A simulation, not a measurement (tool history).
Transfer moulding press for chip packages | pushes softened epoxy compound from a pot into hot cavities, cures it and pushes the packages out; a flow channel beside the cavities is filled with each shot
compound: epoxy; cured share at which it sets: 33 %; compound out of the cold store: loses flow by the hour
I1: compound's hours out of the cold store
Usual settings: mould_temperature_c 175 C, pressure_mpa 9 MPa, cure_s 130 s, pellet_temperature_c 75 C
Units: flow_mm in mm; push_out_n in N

run 1 hour=0 | mould_temperature_c=175 pressure_mpa=9 cure_s=130 pellet_temperature_c=75 | I1=32.9 | flow_mm=950 push_out_n=735
-- hour=5.4 cavities cleaned with cleaning compound and waxed
run 2 hour=72.9 | mould_temperature_c=175 pressure_mpa=9 cure_s=130 pellet_temperature_c=75 | I1=17.5 | flow_mm=993 push_out_n=731
-- hour=110.9 cavities cleaned with cleaning compound and waxed
run 3 hour=113 | mould_temperature_c=175 pressure_mpa=9 cure_s=130 pellet_temperature_c=75 | I1=22 | flow_mm=977 push_out_n=432
run 4 hour=152.9 | mould_temperature_c=175 pressure_mpa=9 cure_s=130 pellet_temperature_c=75 | I1=14.3 | flow_mm=1002 push_out_n=650
-- hour=215.3 cavities cleaned with cleaning compound and waxed
run 5 hour=222.8 | mould_temperature_c=175 pressure_mpa=9 cure_s=130 pellet_temperature_c=74 | I1=46.7 | flow_mm=872 push_out_n=474
run 6 hour=260.4 | mould_temperature_c=175 pressure_mpa=9 cure_s=130 pellet_temperature_c=74 | I1=18.5 | flow_mm=968 push_out_n=699
-- hour=299.4 plunger's sealing rings changed
-- hour=325.5 cavities cleaned with cleaning compound and waxed
run 7 hour=325.5 | mould_temperature_c=175 pressure_mpa=9 cure_s=130 pellet_temperature_c=74 | I1=18.6 | flow_mm=1008 push_out_n=403
-- hour=368 mould's thermocouples calibrated
run 8 hour=379.3 | mould_temperature_c=175 pressure_mpa=9 cure_s=130 pellet_temperature_c=74 | I1=29.2 | flow_mm=964 push_out_n=671
-- hour=429.8 cavities cleaned with cleaning compound and waxed
run 9 hour=454.1 | mould_temperature_c=175 pressure_mpa=9 cure_s=130 pellet_temperature_c=74 | I1=8.8 | flow_mm=1040 push_out_n=559
run 10 hour=518.1 | mould_temperature_c=175 pressure_mpa=9 cure_s=130 pellet_temperature_c=74 | I1=30.4 | flow_mm=946 push_out_n=736
-- hour=537.9 cavities cleaned with cleaning compound and waxed
run 11 hour=575.1 | mould_temperature_c=177 pressure_mpa=9 cure_s=155 pellet_temperature_c=75 | I1=9.5 | flow_mm=1009 push_out_n=570

The next listed run, before its measurement:
run 12 hour=615 | mould_temperature_c=176 pressure_mpa=9.32 cure_s=129 pellet_temperature_c=75 | I1=46.6 | flow_mm=? push_out_n=?

{"run 12": {"flow_mm": 890, "push_out_n": 699}}
Without the tool's hidden state the same run would have given flow_mm 929 mm, push_out_n 380 N.
